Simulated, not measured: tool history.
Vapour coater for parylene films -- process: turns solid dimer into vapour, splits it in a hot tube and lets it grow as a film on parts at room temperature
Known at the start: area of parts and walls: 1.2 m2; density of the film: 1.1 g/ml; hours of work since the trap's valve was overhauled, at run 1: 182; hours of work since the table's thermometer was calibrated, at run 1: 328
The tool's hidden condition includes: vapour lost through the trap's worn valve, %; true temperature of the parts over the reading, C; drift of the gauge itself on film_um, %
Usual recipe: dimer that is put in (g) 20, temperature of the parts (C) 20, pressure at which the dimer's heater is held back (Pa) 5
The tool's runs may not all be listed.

run,hour,dimer that is put in (g),temperature of the parts (C),pressure at which the dimer's heater is held back (Pa),hours of work since the trap's valve was overhauled,hours of work since the table's thermometer was calibrated,thickness of the film (um)
1,0,20,20,5,182,328,12
2,16.3,34,20,5,195,341,20.3
3,32.5,34,20,5,208,354,20.38
4,40.4,34,20,5,214,360,20.36
5,49.2,20,29,5,221,367,8.93
6,63.4,20,29,5,232,378,9.06
7,80.7,20,29,5,246,392,9.05
8,88.3,20,20,5,252,398,12.06
9,97.7,20,20,4.78,260,406,12.08
10,110.4,20,20,4.78,270,416,11.98
11,119.5,20,20,4.78,277,423,11.96
12,133.2,20,20,5,288,434,12.01
13,149.8,20,20,11.38,301,447,11.43
14,162.6,14,20,11.38,311,457,7.93
15,179.1,14,20,11.38,324,470,7.93
16,192.5,27,20,5,335,481,16.03
17,209,20,20,5,348,494,11.78
18,218.6,20,20,5,356,502,11.84
19,234,20,20,2.69,368,514,12.35
20,250.3,20,20,2.69,381,527,12.31
21,260.4,20,20,5,389,535,11.94
22,276.4,25,16,7.6,401,548,16.42
23,288.8,10,20,8.35,411,557,5.75
24,300.9,15,17,2.53,421,567,10.15
25,313,29,31,9.63,430,577,11.6
26,322.6,29,31,9.63,438,584,11.61
27,330.9,29,31,9.63,445,591,11.61
28,344.3,18,20,5,455,601,10.5
29,359.5,18,20,5,467,614,10.62
30,370.5,18,20,5,476,622,10.75
31,384.1,20,20,8.89,487,633,11.43

Run 32, settings as shown, results not yet in. Your forecast:
32,391.4,20,20,8.89,493,639,?

{"run 32": {"thickness of the film (um)": 11.47}}
If the tool had no hidden condition, the same run with the same run-to-run variation would have returned thickness of the film (um) 11.77.

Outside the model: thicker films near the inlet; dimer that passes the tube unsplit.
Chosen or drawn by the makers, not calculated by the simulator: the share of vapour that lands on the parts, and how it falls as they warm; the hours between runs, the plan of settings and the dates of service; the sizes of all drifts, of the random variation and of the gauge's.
